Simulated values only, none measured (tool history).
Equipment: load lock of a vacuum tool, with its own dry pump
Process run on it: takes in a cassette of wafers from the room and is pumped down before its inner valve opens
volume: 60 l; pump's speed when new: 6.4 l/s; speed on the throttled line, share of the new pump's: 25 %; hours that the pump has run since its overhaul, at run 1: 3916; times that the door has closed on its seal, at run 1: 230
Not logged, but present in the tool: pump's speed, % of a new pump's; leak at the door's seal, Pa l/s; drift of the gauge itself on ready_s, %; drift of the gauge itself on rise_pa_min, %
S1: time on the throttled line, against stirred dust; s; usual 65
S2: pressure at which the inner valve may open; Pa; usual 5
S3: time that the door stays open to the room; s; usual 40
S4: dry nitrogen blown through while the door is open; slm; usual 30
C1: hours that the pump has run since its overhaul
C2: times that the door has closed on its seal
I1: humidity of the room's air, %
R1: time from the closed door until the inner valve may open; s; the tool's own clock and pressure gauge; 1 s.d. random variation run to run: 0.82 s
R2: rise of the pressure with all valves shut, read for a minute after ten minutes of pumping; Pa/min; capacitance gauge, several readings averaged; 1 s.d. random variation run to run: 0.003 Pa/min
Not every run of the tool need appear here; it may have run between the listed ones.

| run | hour | S1 | S2 | S3 | S4 | C1 | C2 | I1 | R1 | R2 |
|---|---|---|---|---|---|---|---|---|---|---|
| 1 | 0.0 | 65 | 5 | 40 | 30 | 3916 | 230 | 41.2 | 142.5 | 0.030 |
| 2 | 246.3 | 77 | 5 | 40 | 30 | 4162 | 908 | 47.1 | 153.7 | 0.036 |
| 3 | 499.4 | 77 | 5 | 40 | 30 | 4415 | 1606 | 44.0 | 151.7 | 0.030 |
| 4 | 676.5 | 77 | 5 | 40 | 30 | 4592 | 2094 | 43.7 | 153.9 | 0.032 |
| 5 | 932.8 | 65 | 7 | 40 | 30 | 4849 | 2800 | 43.0 | 140.0 | 0.030 |
| 6 | 1122.4 | 65 | 7 | 40 | 30 | 5038 | 3323 | 44.7 | 137.7 | 0.029 |
| 7 | 1257.9 | 65 | 7 | 40 | 30 | 5174 | 3696 | 44.7 | 139.3 | 0.031 |
| 8 | 1431.3 | 65 | 5 | 40 | 30 | 5347 | 4174 | 43.9 | 143.8 | 0.029 |
| 9 | 1732.0 | 65 | 6 | 40 | 30 | 5648 | 5003 | 44.8 | 143.1 | 0.032 |
| 10 | 2028.2 | 65 | 6 | 40 | 30 | 5944 | 5819 | 41.7 | 141.0 | 0.025 |
| 11 | 2184.1 | 65 | 6 | 40 | 30 | 6100 | 6249 | 44.0 | 140.7 | 0.033 |
| 12 | 2401.6 | 65 | 6 | 40 | 30 | 6317 | 6848 | 45.1 | 140.9 | 0.025 |
| 13 | 2617.8 | 65 | 6 | 40 | 30 | 6534 | 7444 | 45.9 | 141.3 | 0.030 |
| 14 | 2798.6 | 65 | 5 | 40 | 30 | 6714 | 7942 | 47.3 | 142.5 | 0.031 |
| 15 | 3006.4 | 65 | 5 | 40 | 30 | 6922 | 8515 | 45.4 | 143.1 | 0.032 |

For run 16, what comes out?
| 16 | 3231.2 | 65 | 8 | 36 | 30 | 7147 | 9134 | 46.1 | ? | ? |

{"run 16": {"R1": 139.9, "R2": 0.032}}
The same run, on a tool lacking any hidden state, would have yielded R1 139.9 s, R2 0.031 Pa/min.
